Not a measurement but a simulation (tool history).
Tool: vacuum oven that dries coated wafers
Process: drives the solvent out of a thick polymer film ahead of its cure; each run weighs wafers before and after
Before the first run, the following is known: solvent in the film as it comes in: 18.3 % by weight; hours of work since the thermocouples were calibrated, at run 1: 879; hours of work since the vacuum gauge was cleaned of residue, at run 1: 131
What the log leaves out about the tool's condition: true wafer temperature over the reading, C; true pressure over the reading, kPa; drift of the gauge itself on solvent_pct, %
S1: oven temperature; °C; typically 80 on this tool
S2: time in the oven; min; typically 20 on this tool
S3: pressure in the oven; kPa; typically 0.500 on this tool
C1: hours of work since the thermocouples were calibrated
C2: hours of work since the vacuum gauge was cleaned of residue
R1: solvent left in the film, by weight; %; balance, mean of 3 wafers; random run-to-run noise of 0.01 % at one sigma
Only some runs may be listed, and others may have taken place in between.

| run | hour | S1 | S2 | S3 | C1 | C2 | R1 |
|---|---|---|---|---|---|---|---|
| 1 | 0.0 | 80 | 20 | 0.500 | 879 | 131 | 1.15 |
| 2 | 29.8 | 80 | 20 | 0.500 | 899 | 151 | 1.16 |
| 3 | 64.2 | 80 | 20 | 0.500 | 922 | 174 | 1.15 |
| 4 | 98.3 | 80 | 20 | 0.500 | 945 | 197 | 1.14 |
|  | 116.1 | oven's thermocouples calibrated |
| 5 | 119.0 | 80 | 20 | 0.500 | 2 | 210 | 1.48 |
| 6 | 142.4 | 80 | 20 | 0.500 | 18 | 226 | 1.47 |
| 7 | 166.4 | 80 | 20 | 0.500 | 34 | 242 | 1.45 |
| 8 | 201.4 | 82 | 20 | 0.500 | 57 | 265 | 1.05 |
| 9 | 235.2 | 82 | 20 | 0.500 | 80 | 288 | 1.04 |
| 10 | 262.5 | 74 | 20 | 0.500 | 98 | 306 | 3.24 |
| 11 | 281.5 | 74 | 13 | 0.500 | 111 | 319 | 5.49 |
| 12 | 314.7 | 74 | 13 | 0.500 | 134 | 341 | 5.44 |
| 13 | 346.9 | 80 | 20 | 0.500 | 155 | 363 | 1.43 |
| 14 | 375.7 | 80 | 20 | 0.500 | 175 | 382 | 1.44 |
| 15 | 395.6 | 80 | 20 | 0.500 | 188 | 396 | 1.45 |
| 16 | 430.8 | 80 | 20 | 0.500 | 212 | 420 | 1.41 |
| 17 | 459.2 | 80 | 20 | 0.500 | 231 | 439 | 1.42 |
| 18 | 493.2 | 80 | 23 | 0.500 | 254 | 461 | 1.05 |
| 19 | 519.1 | 80 | 23 | 0.500 | 271 | 479 | 1.06 |
| 20 | 537.8 | 91 | 20 | 0.500 | 284 | 491 | 0.20 |
| 21 | 575.1 | 91 | 20 | 0.500 | 309 | 517 | 0.20 |
| 22 | 600.7 | 80 | 20 | 0.500 | 326 | 534 | 1.40 |
| 23 | 621.4 | 80 | 11 | 0.500 | 340 | 548 | 3.88 |
| 24 | 638.4 | 86 | 30 | 0.460 | 351 | 559 | 0.21 |
| 25 | 669.9 | 89 | 31 | 0.356 | 372 | 580 | 0.15 |
| 26 | 688.1 | 70 | 19 | 1.687 | 385 | 593 | 5.37 |
| 27 | 714.9 | 94 | 20 | 1.301 | 403 | 611 | 0.29 |
| 28 | 741.7 | 73 | 20 | 1.942 | 421 | 629 | 3.93 |
| 29 | 765.9 | 69 | 20 | 0.500 | 437 | 645 | 5.06 |
| 30 | 794.2 | 69 | 20 | 0.500 | 456 | 664 | 5.07 |
| 31 | 826.8 | 93 | 20 | 0.500 | 478 | 686 | 0.16 |
| 32 | 866.5 | 82 | 23 | 0.500 | 505 | 713 | 0.70 |
| 33 | 897.2 | 93 | 18 | 0.336 | 525 | 733 | 0.15 |
| 34 | 920.3 | 80 | 13 | 0.500 | 541 | 749 | 2.95 |
| 35 | 941.2 | 80 | 13 | 0.500 | 555 | 763 | 2.96 |
| 36 | 973.2 | 83 | 34 | 1.963 | 576 | 784 | 0.68 |
| 37 | 1007.7 | 83 | 34 | 1.963 | 600 | 807 | 0.65 |
| 38 | 1026.4 | 83 | 34 | 1.963 | 612 | 820 | 0.66 |
| 39 | 1060.3 | 83 | 25 | 0.327 | 635 | 843 | 0.46 |
| 40 | 1096.4 | 93 | 20 | 1.037 | 659 | 867 | 0.28 |
| 41 | 1115.0 | 80 | 20 | 0.414 | 672 | 880 | 1.30 |
| 42 | 1149.0 | 80 | 20 | 0.414 | 695 | 902 | 1.27 |
| 43 | 1173.7 | 84 | 26 | 0.305 | 711 | 919 | 0.33 |
| 44 | 1196.5 | 84 | 26 | 0.305 | 727 | 934 | 0.32 |
| 45 | 1220.3 | 85 | 34 | 0.500 | 742 | 950 | 0.25 |
| 46 | 1242.3 | 81 | 20 | 1.778 | 757 | 965 | 1.43 |

Here are 4 independent what-if runs from the current tool condition. What would each one return?
| A | 1270.3 | 81 | 20 | 1.259 | 776 | 984 | ? |
| B | 1270.3 | 76 | 13 | 0.500 | 776 | 984 | ? |
| C | 1270.3 | 80 | 20 | 0.299 | 776 | 984 | ? |
| D | 1270.3 | 81 | 18 | 1.778 | 776 | 984 | ? |

| run | R1 |
|---|---|
| A | 1.29 |
| B | 4.28 |
| C | 1.24 |
| D | 1.71 |
Take away the tool's hidden state, keep each run's random variation, and the runs would have read:
| run | R1 |
|---|---|
| A | 1.48 |
| B | 4.76 |
| C | 1.45 |
| D | 1.95 |
